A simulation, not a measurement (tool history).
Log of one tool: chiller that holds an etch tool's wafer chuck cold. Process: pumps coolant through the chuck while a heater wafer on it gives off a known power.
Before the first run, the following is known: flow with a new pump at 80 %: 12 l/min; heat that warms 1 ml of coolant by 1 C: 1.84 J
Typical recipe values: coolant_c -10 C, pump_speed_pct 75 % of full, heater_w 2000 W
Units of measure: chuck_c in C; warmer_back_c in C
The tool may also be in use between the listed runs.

| run | hour | coolant_c | pump_speed_pct | heater_w | chuck_c | warmer_back_c |
|---|---|---|---|---|---|---|
| 1 | 0 | -10 | 75 | 2000 | 5.9 | 6.53 |
|  | 127.5 | chiller's thermometer calibrated |
| 2 | 214.2 | -10 | 75 | 2000 | 5.9 | 6.51 |
| 3 | 332.1 | -10 | 86 | 2000 | 4.3 | 5.55 |
| 4 | 553.5 | -10 | 86 | 2000 | 4.5 | 5.64 |
| 5 | 751.7 | -10 | 86 | 2000 | 4.5 | 5.71 |
|  | 845 | chiller's thermometer calibrated, once more |
| 6 | 871.2 | -10 | 86 | 2000 | 4.9 | 5.69 |
| 7 | 1007.1 | -10 | 86 | 2000 | 4.9 | 5.74 |
| 8 | 1217.7 | -6 | 62 | 1698 | 10.9 | 6.99 |
| 9 | 1309.1 | -14 | 84 | 1303 | -4 | 3.87 |
| 10 | 1517.9 | -4 | 75 | 2182 | 14.8 | 7.36 |
| 11 | 1668.7 | -7 | 72 | 2000 | 10.9 | 7.03 |

Consider 5 possible next runs. They are alternatives, not a sequence: every one starts from the tool as it was left by run 11. What does each give?
| A | 1773.6 | -3 | 62 | 2974 | ? | ? |
| B | 1773.6 | -19 | 60 | 1693 | ? | ? |
| C | 1773.6 | -5 | 75 | 2847 | ? | ? |
| D | 1773.6 | -18 | 92 | 2534 | ? | ? |
| E | 1773.6 | -1 | 90 | 1205 | ? | ? |

| run | chuck_c | warmer_back_c |
|---|---|---|
| A | 27.1 | 12.35 |
| B | -1.5 | 7.26 |
| C | 19.7 | 9.57 |
| D | 0.4 | 6.82 |
| E | 8 | 3.3 |
Take away the tool's hidden state, keep each run's random variation, and the runs would have read:
| run | chuck_c | warmer_back_c |
|---|---|---|
| A | 20.9 | 10.69 |
| B | -5 | 6.28 |
| C | 14.7 | 8.29 |
| D | -3.3 | 5.91 |
| E | 6.2 | 2.85 |
